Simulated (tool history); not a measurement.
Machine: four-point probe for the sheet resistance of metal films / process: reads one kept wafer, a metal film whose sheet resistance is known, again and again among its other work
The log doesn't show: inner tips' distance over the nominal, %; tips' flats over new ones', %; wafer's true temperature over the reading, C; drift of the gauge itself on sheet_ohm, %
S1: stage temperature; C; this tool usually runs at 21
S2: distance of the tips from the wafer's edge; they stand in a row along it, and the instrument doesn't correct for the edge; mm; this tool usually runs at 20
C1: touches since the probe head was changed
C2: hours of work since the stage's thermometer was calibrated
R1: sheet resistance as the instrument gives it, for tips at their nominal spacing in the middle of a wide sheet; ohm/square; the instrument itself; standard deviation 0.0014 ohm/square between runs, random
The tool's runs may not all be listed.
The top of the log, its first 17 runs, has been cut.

run    hour  S1  S2     C1    C2        R1
 18   666.6  21  66  74110  1137  6.953362
 19   696.0  24  37  75374  1151  6.920295
 20   737.6  19  50  77162  1171  6.977794
 21   786.2  19  30  79252  1194  6.979979
 22   810.8  34  18  80311  1206  6.820081
      815.9  -- stage's thermometer calibrated
 23   837.4  22  12  81434    10  6.955442
 24   866.4  22  12  82680    24  6.959690
 25   915.9  21   8  84809    48  6.982283
 26   954.5  21  19  86469    66  6.963773
 27   977.6  29  28  87464    77  6.873841
 28  1018.4  23   4  89215    97  7.031724
 29  1058.9  26  17  90957   116  6.912587
 30  1111.8  25  19  93234   141  6.922886
     1122.3  -- stage's thermometer calibrated, once more
 31  1148.4  18   5  94785    12  7.049902
 32  1181.0  18  19  96189    28  6.993541
 33  1229.6  27   6  98279    51  6.934314
 34  1255.0  27   6  99372    63  6.933010

Alternative continuations, all from the tool just after run 34; predict every row:
  A  1294.8  20   6  101081  82   ?
  B  1294.8  27  23  101081  82   ?
  C  1294.8  33  20  101081  82   ?
  D  1294.8  35  32  101081  82   ?

run        R1
  A  7.011416
  B  6.895088
  C  6.832110
  D  6.808750
The same runs, with their run-to-run variation unchanged, on a tool lacking any hidden condition would have given:
run        R1
  A  6.981242
  B  6.865395
  C  6.802683
  D  6.779422

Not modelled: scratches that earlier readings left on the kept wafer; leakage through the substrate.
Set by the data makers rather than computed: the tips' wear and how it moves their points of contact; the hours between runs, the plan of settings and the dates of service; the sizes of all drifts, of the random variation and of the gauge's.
